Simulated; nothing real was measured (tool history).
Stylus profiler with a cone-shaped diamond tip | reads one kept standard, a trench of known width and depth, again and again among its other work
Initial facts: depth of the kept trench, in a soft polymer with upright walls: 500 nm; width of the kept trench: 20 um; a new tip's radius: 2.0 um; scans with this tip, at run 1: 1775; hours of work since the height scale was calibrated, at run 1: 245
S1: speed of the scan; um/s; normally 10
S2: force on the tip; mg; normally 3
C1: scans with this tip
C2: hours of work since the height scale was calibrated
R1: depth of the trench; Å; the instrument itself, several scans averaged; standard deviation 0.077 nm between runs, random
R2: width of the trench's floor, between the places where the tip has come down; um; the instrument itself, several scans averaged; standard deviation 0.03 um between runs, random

| run | day | S1 | S2 | C1 | C2 | R1 | R2 |
|---|---|---|---|---|---|---|---|
| 1 | 0 | 10 | 3 | 1775 | 245 | 5034.1 | 17.17 |
| 2 | 0.729 | 10 | 3 | 1845 | 254 | 5033.3 | 17.15 |
| 3 | 1.65 | 27 | 3 | 1934 | 267 | 5033.5 | 17.11 |
| 4 | 2.033 | 4 | 3 | 1971 | 272 | 5032.7 | 17.17 |
| 5 | 2.504 | 27 | 3 | 2016 | 278 | 5034.3 | 17.14 |
| 6 | 3.35 | 10 | 3 | 2098 | 289 | 5032.8 | 17.27 |
| 7 | 3.933 | 10 | 2.13 | 2154 | 297 | 5024.9 | 17.13 |
| 8 | 4.438 | 10 | 2.13 | 2203 | 304 | 5024.7 | 17.11 |
| 9 | 4.971 | 10 | 2.13 | 2254 | 311 | 5025.4 | 17.15 |
| 10 | 5.65 | 10 | 1.32 | 2319 | 320 | 5016.8 | 17.14 |
| 11 | 6.125 | 10 | 3 | 2365 | 326 | 5031.8 | 17.12 |
| 12 | 6.979 | 10 | 3 | 2448 | 337 | 5032 | 17.18 |
| 13 | 7.871 | 10 | 4.7 | 2533 | 349 | 5044.1 | 17.15 |
|  | 7.933 | height scale calibrated on a step standard |
| 14 | 8.271 | 10 | 4.7 | 2570 | 4 | 5043.2 | 17.14 |
| 15 | 9.208 | 10 | 4.7 | 2660 | 17 | 5043.2 | 17.18 |
| 16 | 9.912 | 10 | 4.7 | 2728 | 26 | 5041.8 | 17.2 |
|  | 10.712 | height scale calibrated on a step standard, once more |
| 17 | 10.712 | 2 | 5.57 | 2803 | 0 | 5058.2 | 17.16 |
| 18 | 11.654 | 2 | 5.57 | 2894 | 13 | 5058.1 | 17.21 |
| 19 | 12.579 | 2 | 5.57 | 2983 | 25 | 5055.7 | 17.17 |
| 20 | 13.108 | 6 | 5.57 | 3034 | 32 | 5056.2 | 17.15 |
| 21 | 13.525 | 35 | 4.42 | 3074 | 37 | 5047.5 | 17.07 |
| 22 | 14.171 | 6 | 1.11 | 3136 | 46 | 5020.4 | 17.1 |
| 23 | 14.562 | 6 | 1.11 | 3174 | 51 | 5020 | 17.05 |
| 24 | 15.367 | 6 | 3.41 | 3252 | 62 | 5040.4 | 17.17 |
| 25 | 15.796 | 3 | 6.52 | 3293 | 67 | 5062.4 | 17.12 |
| 26 | 16.642 | 26 | 1.23 | 3374 | 79 | 5020.1 | 16.96 |
| 27 | 17.408 | 4 | 2.14 | 3448 | 89 | 5030.9 | 17.09 |
| 28 | 18.046 | 3 | 7.56 | 3510 | 97 | 5068.6 | 17.1 |
| 29 | 18.621 | 3 | 7.56 | 3565 | 105 | 5069 | 17.07 |
| 30 | 19.442 | 2 | 2.46 | 3644 | 116 | 5031.5 | 17.07 |
| 31 | 20.154 | 4 | 1.61 | 3713 | 125 | 5023.3 | 17.05 |
| 32 | 20.883 | 2 | 4.65 | 3783 | 135 | 5047.5 | 17.08 |

Hidden state at the last listed run before each entry between runs and at the first one after, where it differs:
Logged between run 13 and run 14: height scale calibrated on a step standard (day 7.933)
  height scale over the true one, %: -0.096 -> -0.129
  measured value less the no-hidden-state value, R1: -4.8 -> -6.5 Å; R2: -0.17 -> -0.17 um
Logged between run 16 and run 17: height scale calibrated on a step standard, once more (day 10.712)
  radius of the tip, um: 2.26 -> 2.27; height scale over the true one, %: -0.137 -> 0.035
  measured value less the no-hidden-state value, R1: -6.9 -> +1.8 Å; R2: -0.19 -> -0.19 um
